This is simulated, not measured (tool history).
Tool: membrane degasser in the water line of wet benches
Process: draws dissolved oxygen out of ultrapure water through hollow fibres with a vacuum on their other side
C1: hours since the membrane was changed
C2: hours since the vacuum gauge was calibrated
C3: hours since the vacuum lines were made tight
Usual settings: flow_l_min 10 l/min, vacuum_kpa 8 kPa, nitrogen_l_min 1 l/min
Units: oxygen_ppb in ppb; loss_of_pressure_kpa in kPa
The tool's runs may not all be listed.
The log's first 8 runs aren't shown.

Run 9, hour 379.1: usual settings but flow_l_min 15 l/min; C1 1597; C2 361; C3 2607. Result: oxygen_ppb 216.4 ppb, loss_of_pressure_kpa 75.01 kPa.
Run 10, hour 428.4: usual settings; C1 1647; C2 410; C3 2656. Result: oxygen_ppb 121.8 ppb, loss_of_pressure_kpa 50.07 kPa.
Run 11, hour 478.3: usual settings; C1 1697; C2 460; C3 2706. Result: oxygen_ppb 121.1 ppb, loss_of_pressure_kpa 49.66 kPa.
Run 12, hour 524.6: usual settings; C1 1743; C2 507; C3 2752. Result: oxygen_ppb 122.3 ppb, loss_of_pressure_kpa 50.04 kPa.
Run 13, hour 572.8: usual settings but nitrogen_l_min 0.48 l/min; C1 1791; C2 555; C3 2800. Result: oxygen_ppb 227.1 ppb, loss_of_pressure_kpa 49.66 kPa.
Run 14, hour 629: usual settings but nitrogen_l_min 0.48 l/min; C1 1847; C2 611; C3 2857. Result: oxygen_ppb 225.4 ppb, loss_of_pressure_kpa 50.22 kPa.
Run 15, hour 678.3: usual settings but nitrogen_l_min 0.48 l/min; C1 1897; C2 660; C3 2906. Result: oxygen_ppb 225.5 ppb, loss_of_pressure_kpa 50.25 kPa.
Run 16, hour 721.6: usual settings but nitrogen_l_min 0.48 l/min; C1 1940; C2 704; C3 2949. Result: oxygen_ppb 225 ppb, loss_of_pressure_kpa 50 kPa.
Run 17, hour 752.2: usual settings but nitrogen_l_min 0.48 l/min; C1 1971; C2 734; C3 2980. Result: oxygen_ppb 230.2 ppb, loss_of_pressure_kpa 50.39 kPa.
Run 18, hour 776.6: usual settings; C1 1995; C2 759; C3 3004. Result: oxygen_ppb 122.2 ppb, loss_of_pressure_kpa 50.19 kPa.
Run 19, hour 807.1: usual settings; C1 2025; C2 789; C3 3035. Result: oxygen_ppb 124.3 ppb, loss_of_pressure_kpa 50.31 kPa.
Run 20, hour 835.1: usual settings but flow_l_min 11 l/min, vacuum_kpa 6.7 kPa, nitrogen_l_min 0.53 l/min; C1 2054; C2 817; C3 3063. Result: oxygen_ppb 173.4 ppb, loss_of_pressure_kpa 54.95 kPa.
Run 21, hour 887.2: usual settings but flow_l_min 16 l/min, vacuum_kpa 5.95 kPa, nitrogen_l_min 1.17 l/min; C1 2106; C2 869; C3 3115. Result: oxygen_ppb 158.9 ppb, loss_of_pressure_kpa 79.93 kPa.
Run 22, hour 938.4: usual settings but flow_l_min 9 l/min, vacuum_kpa 5.23 kPa, nitrogen_l_min 1.43 l/min; C1 2157; C2 920; C3 3166. Result: oxygen_ppb 36.4 ppb, loss_of_pressure_kpa 45.29 kPa.
Run 23, hour 977.9: usual settings but flow_l_min 13 l/min, vacuum_kpa 5.59 kPa; C1 2196; C2 960; C3 3205. Result: oxygen_ppb 102.6 ppb, loss_of_pressure_kpa 65.21 kPa.
Run 24, hour 1026.2: usual settings but flow_l_min 14 l/min, vacuum_kpa 9.46 kPa, nitrogen_l_min 2.11 l/min; C1 2245; C2 1008; C3 3254. Result: oxygen_ppb 142.5 ppb, loss_of_pressure_kpa 70.16 kPa.
Run 25, hour 1078.5: usual settings but flow_l_min 9 l/min, vacuum_kpa 8.64 kPa, nitrogen_l_min 0.99 l/min; C1 2297; C2 1061; C3 3306. Result: oxygen_ppb 124.4 ppb, loss_of_pressure_kpa 45.47 kPa.
Run 26, hour 1124.3: usual settings but flow_l_min 9 l/min, vacuum_kpa 10.54 kPa, nitrogen_l_min 2.56 l/min; C1 2343; C2 1106; C3 3352. Result: oxygen_ppb 70.1 ppb, loss_of_pressure_kpa 44.84 kPa.
Run 27, hour 1171.1: usual settings but flow_l_min 13 l/min, vacuum_kpa 13.78 kPa, nitrogen_l_min 0.9 l/min; C1 2389; C2 1153; C3 3399. Result: oxygen_ppb 372.4 ppb, loss_of_pressure_kpa 65.15 kPa.
Run 28, hour 1206.4: usual settings but flow_l_min 14 l/min, vacuum_kpa 7.64 kPa, nitrogen_l_min 0.41 l/min; C1 2425; C2 1188; C3 3434. Result: oxygen_ppb 345.9 ppb, loss_of_pressure_kpa 70.24 kPa.
Run 29, hour 1237.7: usual settings but flow_l_min 14 l/min, vacuum_kpa 7.64 kPa, nitrogen_l_min 0.41 l/min; C1 2456; C2 1220; C3 3465. Result: oxygen_ppb 342.2 ppb, loss_of_pressure_kpa 70.38 kPa.
Run 30, hour 1283.9: usual settings but flow_l_min 8 l/min, vacuum_kpa 8.27 kPa, nitrogen_l_min 0.44 l/min; C1 2502; C2 1266; C3 3511. Result: oxygen_ppb 211.7 ppb, loss_of_pressure_kpa 40.15 kPa.
Run 31, hour 1310.6: usual settings but flow_l_min 8 l/min, vacuum_kpa 8.27 kPa, nitrogen_l_min 0.44 l/min; C1 2529; C2 1293; C3 3538. Result: oxygen_ppb 211.9 ppb, loss_of_pressure_kpa 40.65 kPa.

Forecast run 32:
Run 32, hour 1353.7: usual settings but flow_l_min 8 l/min, vacuum_kpa 8.27 kPa, nitrogen_l_min 0.44 l/min; C1 2572; C2 1336; C3 3581. Result: oxygen_ppb ?, loss_of_pressure_kpa ?.

{"run 32": {"oxygen_ppb": 208.1, "loss_of_pressure_kpa": 39.99}}
Without the tool's hidden state the same run would have given oxygen_ppb 204.1 ppb, loss_of_pressure_kpa 38.98 kPa.
